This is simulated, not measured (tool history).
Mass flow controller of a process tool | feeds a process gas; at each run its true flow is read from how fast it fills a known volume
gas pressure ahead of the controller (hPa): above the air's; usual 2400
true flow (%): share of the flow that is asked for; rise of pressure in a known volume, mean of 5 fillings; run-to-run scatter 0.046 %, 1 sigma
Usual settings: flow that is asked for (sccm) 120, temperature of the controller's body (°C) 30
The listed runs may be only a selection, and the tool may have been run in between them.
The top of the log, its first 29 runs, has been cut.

| run | hour | flow that is asked for (sccm) | gas pressure ahead of the controller (hPa) | temperature of the controller's body (°C) | true flow (%) |
|---|---|---|---|---|---|
| 30 | 3168.9 | 154 | 1960 | 36 | 100.73 |
| 31 | 3256.5 | 22 | 2510 | 22 | 100.36 |
| 32 | 3366.1 | 22 | 2510 | 27 | 100.37 |
| 33 | 3491.6 | 120 | 2030 | 30 | 100.74 |
| 34 | 3625.5 | 120 | 2030 | 30 | 100.89 |
| 35 | 3748.7 | 120 | 2030 | 30 | 100.91 |
| 36 | 3895.3 | 120 | 2030 | 30 | 100.86 |
| 37 | 4004.2 | 120 | 2030 | 30 | 100.98 |
| 38 | 4068.1 | 27 | 2030 | 21 | 100.77 |
| 39 | 4153.5 | 194 | 2590 | 23 | 101.4 |
| 40 | 4239.2 | 194 | 2590 | 36 | 101.16 |
|  | 4281 | gauge calibrated |
| 41 | 4342.8 | 120 | 2460 | 26 | 99.55 |
| 42 | 4403.2 | 120 | 2460 | 26 | 99.64 |
| 43 | 4469.7 | 120 | 2280 | 27 | 99.58 |
| 44 | 4609.2 | 24 | 2230 | 30 | 99.19 |

Run 45 has not been measured yet. What should we expect?
| 45 | 4689 | 24 | 2230 | 30 | ? |

true flow (%): 99.2
With the hidden condition absent and the run-to-run variation left alone, this run would have shown true flow (%) 99.07.

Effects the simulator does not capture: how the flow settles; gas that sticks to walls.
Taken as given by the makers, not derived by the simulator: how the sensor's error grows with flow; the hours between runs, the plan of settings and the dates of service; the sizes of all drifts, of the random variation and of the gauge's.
